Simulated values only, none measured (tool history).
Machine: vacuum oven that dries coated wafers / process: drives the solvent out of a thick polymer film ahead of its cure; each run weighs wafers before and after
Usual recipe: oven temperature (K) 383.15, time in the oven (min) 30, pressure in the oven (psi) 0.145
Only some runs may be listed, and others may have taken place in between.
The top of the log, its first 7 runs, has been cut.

run,hour,oven temperature (K),time in the oven (min),pressure in the oven (psi),hours of work since the thermocouples were calibrated,hours of work since the vacuum gauge was cleaned of residue,solvent left in the film (%)
8,395.9,383.15,27,0.145,784,1029,1.91
9,453.3,398.15,30,0.145,809,1054,0.65
10,488.5,398.15,30,0.145,825,1070,0.71
11,529.5,398.15,30,0.145,843,1088,0.61
# hour 608.8: vacuum gauge cleaned of residue and calibrated
12,608.8,383.15,30,0.145,878,0,1.33
13,667.8,383.15,30,0.145,904,26,1.39
14,727.7,383.15,30,0.145,931,53,1.42
15,765.6,383.15,30,0.145,948,70,1.41
16,821,388.15,37,0.203,973,95,1.06
17,877.1,395.15,41,0.145,998,120,0.61
18,933.3,395.15,33,0.145,1023,145,0.58
19,982.2,374.15,30,0.088,1045,167,2.43
20,1055.8,383.15,20,0.448,1078,199,3.84
21,1110.8,383.15,30,0.113,1102,224,1.39
22,1148,383.15,27,0.236,1119,241,2.16

Run 23, settings as shown, results not yet in. Your forecast:
23,1224.4,383.15,27,0.236,1153,275,?

{"run 23": {"solvent left in the film (%)": 2.17}}
Had the tool carried no hidden state, the very same run would have given solvent left in the film (%) 1.88.

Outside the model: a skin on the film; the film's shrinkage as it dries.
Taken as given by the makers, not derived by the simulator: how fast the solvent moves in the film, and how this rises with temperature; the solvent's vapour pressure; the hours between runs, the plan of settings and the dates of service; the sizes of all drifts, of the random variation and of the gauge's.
